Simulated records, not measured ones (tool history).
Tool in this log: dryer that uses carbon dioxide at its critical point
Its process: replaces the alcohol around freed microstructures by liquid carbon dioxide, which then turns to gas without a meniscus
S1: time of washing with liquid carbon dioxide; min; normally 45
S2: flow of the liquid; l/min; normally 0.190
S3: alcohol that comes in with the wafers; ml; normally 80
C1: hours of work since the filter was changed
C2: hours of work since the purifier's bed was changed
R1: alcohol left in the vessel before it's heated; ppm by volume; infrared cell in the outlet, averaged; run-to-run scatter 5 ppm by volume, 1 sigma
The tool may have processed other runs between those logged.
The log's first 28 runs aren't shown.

run,hour,S1,S2,S3,C1,C2,R1
29,725.9,44,0.132,96,241,648,806
30,752.9,44,0.212,96,261,668,117
31,770.4,44,0.212,96,274,681,122
32,803.3,37,0.190,65,299,705,289
33,841.7,45,0.290,21,327,734,83
34,882.4,45,0.290,21,357,764,89
35,916.9,45,0.290,21,383,789,99
# hour 950.5: inlet filter changed
36,953.2,45,0.290,100,2,816,104
37,976.0,36,0.267,29,19,833,97
38,1002.7,36,0.267,29,39,852,99
39,1028.0,45,0.199,29,58,871,119
40,1068.0,45,0.199,29,87,901,117
41,1104.4,45,0.199,29,114,928,113
42,1133.8,30,0.137,80,136,950,2175
43,1154.1,45,0.205,104,151,965,141
44,1171.6,44,0.174,72,164,978,192

Predict the results of run 45:
45,1202.3,58,0.190,24,187,1001,?

Logged for run 45: R1 123 ppm by volume.
The same run, on a tool lacking any hidden state, would have yielded R1 10 ppm by volume.
